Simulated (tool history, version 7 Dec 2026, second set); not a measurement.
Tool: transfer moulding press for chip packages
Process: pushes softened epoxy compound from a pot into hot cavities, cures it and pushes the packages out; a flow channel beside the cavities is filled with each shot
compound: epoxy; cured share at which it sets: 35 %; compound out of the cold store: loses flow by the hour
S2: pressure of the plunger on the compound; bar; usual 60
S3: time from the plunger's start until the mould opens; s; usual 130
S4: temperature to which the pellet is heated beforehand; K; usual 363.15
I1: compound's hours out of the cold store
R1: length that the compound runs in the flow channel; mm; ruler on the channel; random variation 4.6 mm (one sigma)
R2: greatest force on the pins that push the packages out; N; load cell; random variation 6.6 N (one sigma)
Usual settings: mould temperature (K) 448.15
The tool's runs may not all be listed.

run 1 day=0 | mould_temperature_(K)=448.15 S2=60 S3=130 S4=363.15 | I1=31.9 | R1=744 R2=366
run 2 day=0.4 | mould_temperature_(K)=448.15 S2=60 S3=130 S4=363.15 | I1=27.1 | R1=752 R2=384
run 3 day=0.604 | mould_temperature_(K)=448.15 S2=60 S3=130 S4=363.15 | I1=9.4 | R1=787 R2=402
run 4 day=0.862 | mould_temperature_(K)=448.15 S2=60 S3=130 S4=363.15 | I1=14.7 | R1=783 R2=384
run 5 day=1.212 | mould_temperature_(K)=448.15 S2=60 S3=130 S4=363.15 | I1=30.4 | R1=735 R2=407
run 6 day=1.55 | mould_temperature_(K)=448.15 S2=60 S3=130 S4=363.15 | I1=22.7 | R1=761 R2=428
-- day=1.729 cavities cleaned with cleaning compound and waxed
run 7 day=1.988 | mould_temperature_(K)=448.15 S2=60 S3=136 S4=363.15 | I1=17.6 | R1=774 R2=263
run 8 day=2.267 | mould_temperature_(K)=448.15 S2=60 S3=136 S4=363.15 | I1=43.5 | R1=707 R2=273
run 9 day=2.504 | mould_temperature_(K)=448.15 S2=60 S3=130 S4=363.15 | I1=35.7 | R1=737 R2=312
run 10 day=2.892 | mould_temperature_(K)=448.15 S2=60 S3=130 S4=363.15 | I1=15.3 | R1=776 R2=332
run 11 day=3.129 | mould_temperature_(K)=448.15 S2=60 S3=130 S4=363.15 | I1=10.1 | R1=776 R2=355
run 12 day=3.3 | mould_temperature_(K)=448.15 S2=60 S3=130 S4=363.15 | I1=15.2 | R1=775 R2=360
run 13 day=3.608 | mould_temperature_(K)=448.15 S2=60 S3=127 S4=363.15 | I1=24.4 | R1=747 R2=379
run 14 day=3.975 | mould_temperature_(K)=448.15 S2=60 S3=127 S4=363.15 | I1=33 | R1=737 R2=374
run 15 day=4.275 | mould_temperature_(K)=448.15 S2=48.3 S3=145 S4=363.15 | I1=34.1 | R1=656 R2=354
run 16 day=4.604 | mould_temperature_(K)=445.15 S2=53.4 S3=130 S4=357.15 | I1=13.2 | R1=738 R2=463
run 17 day=5.004 | mould_temperature_(K)=444.15 S2=50.3 S3=117 S4=368.15 | I1=38.7 | R1=665 R2=547
run 18 day=5.221 | mould_temperature_(K)=454.15 S2=48.1 S3=155 S4=368.15 | I1=45.7 | R1=620 R2=367
-- day=5.338 mould's thermocouples calibrated
-- day=5.542 cavities cleaned with cleaning compound and waxed
run 19 day=5.696 | mould_temperature_(K)=452.15 S2=61.7 S3=126 S4=354.15 | I1=23.8 | R1=744 R2=255
run 20 day=5.942 | mould_temperature_(K)=448.15 S2=56.7 S3=126 S4=354.15 | I1=33.6 | R1=706 R2=301
run 21 day=6.246 | mould_temperature_(K)=441.15 S2=48.1 S3=162 S4=363.15 | I1=18.9 | R1=696 R2=319
-- day=6.35 mould's thermocouples calibrated, once more
run 22 day=6.542 | mould_temperature_(K)=448.15 S2=60 S3=140 S4=369.15 | I1=34.4 | R1=713 R2=292
run 23 day=6.788 | mould_temperature_(K)=443.15 S2=55.6 S3=130 S4=364.15 | I1=35.6 | R1=698 R2=392
run 24 day=7.029 | mould_temperature_(K)=443.15 S2=55.6 S3=130 S4=364.15 | I1=27.1 | R1=725 R2=401
run 25 day=7.192 | mould_temperature_(K)=443.15 S2=55.6 S3=130 S4=364.15 | I1=42.6 | R1=691 R2=396
run 26 day=7.504 | mould_temperature_(K)=448.15 S2=64.8 S3=130 S4=359.15 | I1=35 | R1=747 R2=353
run 27 day=7.746 | mould_temperature_(K)=446.15 S2=60 S3=130 S4=363.15 | I1=38.9 | R1=713 R2=378
run 28 day=8.062 | mould_temperature_(K)=452.15 S2=58.8 S3=145 S4=372.15 | I1=11.8 | R1=733 R2=332

Forecast each of these 5 alternatives for the next run:
run A day=8.275 | mould_temperature_(K)=448.15 S2=47.4 S3=145 S4=364.15 | I1=47.2 | R1=? R2=?
run B day=8.275 | mould_temperature_(K)=450.15 S2=58.8 S3=145 S4=359.15 | I1=46.1 | R1=? R2=?
run C day=8.275 | mould_temperature_(K)=451.15 S2=72.5 S3=131 S4=372.15 | I1=38.3 | R1=? R2=?
run D day=8.275 | mould_temperature_(K)=452.15 S2=58.8 S3=145 S4=358.15 | I1=13.4 | R1=? R2=?
run E day=8.275 | mould_temperature_(K)=448.15 S2=60 S3=157 S4=363.15 | I1=26.6 | R1=? R2=?

run=A R1=611 R2=347
run=B R1=683 R2=338
run=C R1=754 R2=353
run=D R1=742 R2=330
run=E R1=718 R2=341
Without the tool's hidden state the same runs would have given:
run=A R1=647 R2=241
run=B R1=722 R2=235
run=C R1=798 R2=244
run=D R1=784 R2=226
run=E R1=760 R2=237
